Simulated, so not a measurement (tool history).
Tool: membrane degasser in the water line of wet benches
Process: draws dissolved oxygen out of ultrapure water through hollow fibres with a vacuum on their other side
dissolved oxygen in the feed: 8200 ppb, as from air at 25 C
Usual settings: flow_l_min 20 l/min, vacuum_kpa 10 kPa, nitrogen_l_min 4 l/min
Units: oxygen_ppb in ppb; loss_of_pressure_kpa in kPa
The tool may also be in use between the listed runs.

| run | day | flow_l_min | vacuum_kpa | nitrogen_l_min | oxygen_ppb | loss_of_pressure_kpa |
|---|---|---|---|---|---|---|
| 1 | 0 | 20 | 10 | 4 | 172 | 36.44 |
| 2 | 3.054 | 20 | 13.9 | 4 | 221.4 | 36.08 |
| 3 | 5.425 | 20 | 10 | 4 | 175.8 | 36.29 |
| 4 | 8.371 | 20 | 10 | 4 | 176 | 36.72 |
| 5 | 10.233 | 20 | 10 | 4 | 176.7 | 36.44 |
| 6 | 13.567 | 20 | 10 | 4 | 174.7 | 36.27 |
| 7 | 16.642 | 20 | 10 | 4 | 173.4 | 36.51 |
| 8 | 19.8 | 20 | 10 | 4 | 172.7 | 36.37 |
| 9 | 22.429 | 20 | 10 | 4 | 175.1 | 36.25 |
| 10 | 23.808 | 20 | 10 | 4 | 175.8 | 36.45 |
| 11 | 26.925 | 20 | 10 | 4 | 173.3 | 36.71 |
| 12 | 29.462 | 20 | 10 | 4 | 176.9 | 36.39 |
| 13 | 30.829 | 20 | 10 | 4 | 172.8 | 36.4 |
| 14 | 34.029 | 20 | 10 | 4 | 175.6 | 36.62 |
| 15 | 36.779 | 20 | 10 | 9.22 | 130.8 | 36.58 |
| 16 | 39.208 | 20 | 10 | 9.22 | 129.6 | 36.43 |
| 17 | 40.858 | 20 | 10 | 4 | 174.8 | 36.34 |
| 18 | 42.9 | 20 | 11.2 | 4 | 193.6 | 36.74 |
| 19 | 45.9 | 20 | 11.2 | 4 | 191.3 | 36.49 |
| 20 | 49.133 | 21 | 22.5 | 4 | 337.2 | 38.29 |
| 21 | 51.029 | 21 | 22.5 | 4 | 339 | 38.34 |
| 22 | 53.042 | 31 | 16 | 2.91 | 469.9 | 56.5 |
| 23 | 55.212 | 15 | 10 | 4 | 125.9 | 27.43 |
| 24 | 57.346 | 15 | 10 | 6.82 | 98.7 | 27.4 |
| 25 | 59.821 | 15 | 10 | 2.61 | 158.9 | 27.43 |
| 26 | 62.021 | 19 | 7.4 | 4 | 136.4 | 34.69 |
| 27 | 63.458 | 21 | 10 | 4 | 189.1 | 38.51 |
| 28 | 66.517 | 27 | 8.3 | 6.94 | 188.4 | 49.22 |
| 29 | 69.429 | 20 | 7 | 1.66 | 203 | 36.68 |
| 30 | 72.783 | 20 | 7 | 1.66 | 200.6 | 36.39 |
|  | 73.458 | vacuum gauge calibrated |
| 31 | 75.304 | 12 | 6.1 | 11.34 | 50.9 | 21.84 |
| 32 | 77.062 | 16 | 23.4 | 4 | 262 | 29.18 |
| 33 | 80.421 | 31 | 23.4 | 10.17 | 317.3 | 56.69 |

The same runs without the tool's hidden state, with the same run-to-run variation:
The hidden state here: membrane still open, %; true pressure behind the membrane over the reading, kPa; air that leaks in behind the membrane, l/min; drift of the gauge itself on oxygen_ppb, %; drift of the gauge itself on loss_of_pressure_kpa, %.
| run | oxygen_ppb | loss_of_pressure_kpa |
|---|---|---|
| 1 | 167.9 | 36.23 |
| 2 | 216.4 | 35.86 |
| 3 | 171.4 | 36.08 |
| 4 | 171.5 | 36.5 |
| 5 | 172.1 | 36.21 |
| 6 | 170.1 | 36.04 |
| 7 | 168.7 | 36.27 |
| 8 | 167.9 | 36.12 |
| 9 | 170.2 | 36 |
| 10 | 170.8 | 36.2 |
| 11 | 168.3 | 36.44 |
| 12 | 171.6 | 36.12 |
| 13 | 167.6 | 36.13 |
| 14 | 170.3 | 36.35 |
| 15 | 126.5 | 36.29 |
| 16 | 125.3 | 36.14 |
| 17 | 169.3 | 36.05 |
| 18 | 187.6 | 36.44 |
| 19 | 185.2 | 36.18 |
| 20 | 328.5 | 37.96 |
| 21 | 330.1 | 38.01 |
| 22 | 459.8 | 56.01 |
| 23 | 120.9 | 27.18 |
| 24 | 94.6 | 27.16 |
| 25 | 152.7 | 27.18 |
| 26 | 131 | 34.37 |
| 27 | 182.5 | 38.15 |
| 28 | 181.8 | 48.75 |
| 29 | 195.3 | 36.33 |
| 30 | 192.9 | 36.03 |
| 31 | 48.3 | 21.62 |
| 32 | 253.1 | 28.89 |
| 33 | 308.3 | 56.11 |
